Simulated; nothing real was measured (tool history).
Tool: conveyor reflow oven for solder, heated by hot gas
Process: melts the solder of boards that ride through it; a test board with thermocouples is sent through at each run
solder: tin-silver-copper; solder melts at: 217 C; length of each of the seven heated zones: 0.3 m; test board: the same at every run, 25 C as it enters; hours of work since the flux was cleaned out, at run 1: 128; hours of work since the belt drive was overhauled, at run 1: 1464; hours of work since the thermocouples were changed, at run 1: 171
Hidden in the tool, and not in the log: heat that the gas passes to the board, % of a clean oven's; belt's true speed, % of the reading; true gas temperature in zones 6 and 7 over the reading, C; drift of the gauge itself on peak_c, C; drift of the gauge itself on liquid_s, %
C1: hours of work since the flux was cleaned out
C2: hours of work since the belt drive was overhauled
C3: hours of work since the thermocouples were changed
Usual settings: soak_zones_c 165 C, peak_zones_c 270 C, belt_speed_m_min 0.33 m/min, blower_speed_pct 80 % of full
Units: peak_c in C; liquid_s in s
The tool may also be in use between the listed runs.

Run 1, day 0: usual settings; C1 128; C2 1464; C3 171. Result: peak_c 258.1 C, liquid_s 86.6 s.
Run 2, day 2.254: usual settings but soak_zones_c 158 C; C1 163; C2 1499; C3 207. Result: peak_c 257.2 C, liquid_s 82.8 s.
At day 3.271: flux residue cleaned out of gas plates and filters.
At day 4.767: belt drive overhauled, speed set with a stopwatch.
Run 3, day 5.275: usual settings but soak_zones_c 171 C; C1 29; C2 8; C3 248. Result: peak_c 258.7 C, liquid_s 88.1 s.
Run 4, day 7.771: usual settings but soak_zones_c 171 C; C1 68; C2 47; C3 287. Result: peak_c 258.6 C, liquid_s 87.6 s.
Run 5, day 10.596: usual settings but soak_zones_c 171 C; C1 112; C2 91; C3 332. Result: peak_c 259.1 C, liquid_s 87.2 s.
Run 6, day 13.558: usual settings but soak_zones_c 171 C; C1 159; C2 138; C3 378. Result: peak_c 258.7 C, liquid_s 87.7 s.
At day 14.771: flux residue cleaned out of gas plates and filters.
Run 7, day 15.788: usual settings but belt_speed_m_min 0.329 m/min; C1 16; C2 170; C3 410. Result: peak_c 259.1 C, liquid_s 85.8 s.
Run 8, day 17.638: usual settings; C1 45; C2 199; C3 439. Result: peak_c 258.4 C, liquid_s 85.6 s.
Run 9, day 21.079: usual settings; C1 99; C2 253; C3 493. Result: peak_c 258.6 C, liquid_s 84.9 s.
Run 10, day 24.579: usual settings; C1 154; C2 308; C3 548. Result: peak_c 258.3 C, liquid_s 85 s.
At day 26.125: flux residue cleaned out of gas plates and filters.
Run 11, day 27.388: usual settings but blower_speed_pct 73 % of full; C1 20; C2 348; C3 589. Result: peak_c 257.9 C, liquid_s 84.2 s.
Run 12, day 30.796: usual settings but blower_speed_pct 73 % of full; C1 73; C2 402; C3 642. Result: peak_c 257.7 C, liquid_s 84.6 s.
At day 33.338: thermocouples of zones 6 and 7 changed.
Run 13, day 33.733: usual settings but blower_speed_pct 62 % of full; C1 118; C2 447; C3 6. Result: peak_c 251.8 C, liquid_s 77.6 s.
Run 14, day 37.083: usual settings but blower_speed_pct 62 % of full; C1 171; C2 499; C3 59. Result: peak_c 251.5 C, liquid_s 76.9 s.
At day 37.596: flux residue cleaned out of gas plates and filters.
Run 15, day 40.65: usual settings but peak_zones_c 258 C; C1 48; C2 552; C3 111. Result: peak_c 246.5 C, liquid_s 75 s.
Run 16, day 43.038: usual settings but peak_zones_c 264 C, belt_speed_m_min 0.268 m/min, blower_speed_pct 55 % of full; C1 85; C2 589; C3 149. Result: peak_c 251.3 C, liquid_s 97 s.
Run 17, day 46.358: usual settings but peak_zones_c 264 C, belt_speed_m_min 0.268 m/min, blower_speed_pct 55 % of full; C1 138; C2 642; C3 201. Result: peak_c 251.3 C, liquid_s 97.3 s.
At day 48.933: flux residue cleaned out of gas plates and filters.
Run 18, day 49.329: usual settings but peak_zones_c 264 C, belt_speed_m_min 0.268 m/min, blower_speed_pct 55 % of full; C1 6; C2 685; C3 244. Result: peak_c 252.2 C, liquid_s 97.7 s.
Run 19, day 52.108: usual settings but soak_zones_c 167 C, peak_zones_c 264 C; C1 50; C2 728; C3 288. Result: peak_c 253.2 C, liquid_s 82.8 s.
Run 20, day 54.096: usual settings but soak_zones_c 161 C, peak_zones_c 265 C, belt_speed_m_min 0.328 m/min, blower_speed_pct 84 % of full; C1 81; C2 760; C3 319. Result: peak_c 254.5 C, liquid_s 82.8 s.
Run 21, day 55.625: usual settings but soak_zones_c 164 C; C1 105; C2 784; C3 343. Result: peak_c 258.7 C, liquid_s 85.2 s.
Run 22, day 57.058: usual settings but soak_zones_c 179 C, peak_zones_c 271 C; C1 127; C2 806; C3 366. Result: peak_c 261.4 C, liquid_s 95.1 s.
Run 23, day 59.117: usual settings but soak_zones_c 179 C, peak_zones_c 271 C; C1 160; C2 838; C3 398. Result: peak_c 261.1 C, liquid_s 93.9 s.
At day 60.35: flux residue cleaned out of gas plates and filters.
Run 24, day 60.796: usual settings but soak_zones_c 152 C, peak_zones_c 271 C; C1 7; C2 862; C3 421. Result: peak_c 258.9 C, liquid_s 81.1 s.
Run 25, day 63.383: usual settings but soak_zones_c 152 C, peak_zones_c 269 C, belt_speed_m_min 0.338 m/min; C1 48; C2 902; C3 462. Result: peak_c 256.4 C, liquid_s 77.2 s.
Run 26, day 64.896: usual settings but soak_zones_c 177 C, peak_zones_c 259 C, belt_speed_m_min 0.353 m/min, blower_speed_pct 53 % of full; C1 71; C2 926; C3 485. Result: peak_c 240.9 C, liquid_s 63.6 s.
Run 27, day 68.221: usual settings but soak_zones_c 177 C, peak_zones_c 259 C, belt_speed_m_min 0.353 m/min, blower_speed_pct 53 % of full; C1 124; C2 978; C3 538. Result: peak_c 241.1 C, liquid_s 64.1 s.
At day 71.696: flux residue cleaned out of gas plates and filters.
Run 28, day 71.758: usual settings but soak_zones_c 170 C, peak_zones_c 264 C, belt_speed_m_min 0.316 m/min, blower_speed_pct 64 % of full; C1 1; C2 1030; C3 590. Result: peak_c 252 C, liquid_s 86.1 s.
Run 29, day 75.1: usual settings but soak_zones_c 153 C, peak_zones_c 259 C, belt_speed_m_min 0.277 m/min, blower_speed_pct 74 % of full; C1 53; C2 1083; C3 642. Result: peak_c 251.9 C, liquid_s 92.4 s.

How the hidden state differs across the entries between the runs, from the last listed run before each to the first after it:
Between runs 2 and 3: flux residue cleaned out of gas plates and filters (day 3.271); belt drive overhauled, speed set with a stopwatch (day 4.767)
  heat that the gas passes to the board, % of a clean oven's: 95.1 -> 98.6; belt's true speed, % of the reading: 97.15 -> 100.01; true gas temperature in zones 6 and 7 over the reading, C: 0.79 -> 0.94
  measured less the result without the state, peak_c: +0.3 -> +0.6 C; liquid_s: +2.4 -> +0.3 s
Between runs 6 and 7: flux residue cleaned out of gas plates and filters (day 14.771)
  heat that the gas passes to the board, % of a clean oven's: 95.5 -> 99.4; belt's true speed, % of the reading: 99.76 -> 99.71; true gas temperature in zones 6 and 7 over the reading, C: 1.42 -> 1.54
  measured less the result without the state, peak_c: +0.3 -> +1.3 C; liquid_s: +0 -> +1.3 s
Between runs 10 and 11: flux residue cleaned out of gas plates and filters (day 26.125)
  heat that the gas passes to the board, % of a clean oven's: 95.9 -> 99; belt's true speed, % of the reading: 99.44 -> 99.36; true gas temperature in zones 6 and 7 over the reading, C: 2.05 -> 2.19
  measured less the result without the state, peak_c: +1 -> +2 C; liquid_s: +1 -> +2.2 s
Between runs 12 and 13: thermocouples of zones 6 and 7 changed (day 33.338)
  heat that the gas passes to the board, % of a clean oven's: 97.6 -> 96.6; belt's true speed, % of the reading: 99.25 -> 99.16; true gas temperature in zones 6 and 7 over the reading, C: 2.41 -> 0.04
  measured less the result without the state, peak_c: +1.8 -> -0.4 C; liquid_s: +2.1 -> +0 s
Between runs 14 and 15: flux residue cleaned out of gas plates and filters (day 37.596)
  heat that the gas passes to the board, % of a clean oven's: 95.4 -> 98.3; belt's true speed, % of the reading: 99.06 -> 98.96; true gas temperature in zones 6 and 7 over the reading, C: 0.24 -> 0.43
  measured less the result without the state, peak_c: -0.5 -> +0.3 C; liquid_s: -0.1 -> +1 s
Between runs 17 and 18: flux residue cleaned out of gas plates and filters (day 48.933)
  heat that the gas passes to the board, % of a clean oven's: 96 -> 99.6; belt's true speed, % of the reading: 98.78 -> 98.71; true gas temperature in zones 6 and 7 over the reading, C: 0.77 -> 0.93
  measured less the result without the state, peak_c: +0.4 -> +1.1 C; liquid_s: +1.6 -> +2.9 s
Between runs 23 and 24: flux residue cleaned out of gas plates and filters (day 60.35)
  heat that the gas passes to the board, % of a clean oven's: 95.9 -> 99.8; belt's true speed, % of the reading: 98.4 -> 98.36; true gas temperature in zones 6 and 7 over the reading, C: 1.5 -> 1.59
  measured less the result without the state, peak_c: +0.9 -> +1.9 C; liquid_s: +2 -> +3.1 s
Between runs 27 and 28: flux residue cleaned out of gas plates and filters (day 71.696)
  heat that the gas passes to the board, % of a clean oven's: 97 -> 99.5; belt's true speed, % of the reading: 98.13 -> 98.02; true gas temperature in zones 6 and 7 over the reading, C: 2.01 -> 2.21
  measured less the result without the state, peak_c: +1.8 -> +2.4 C; liquid_s: +3.8 -> +4.5 s
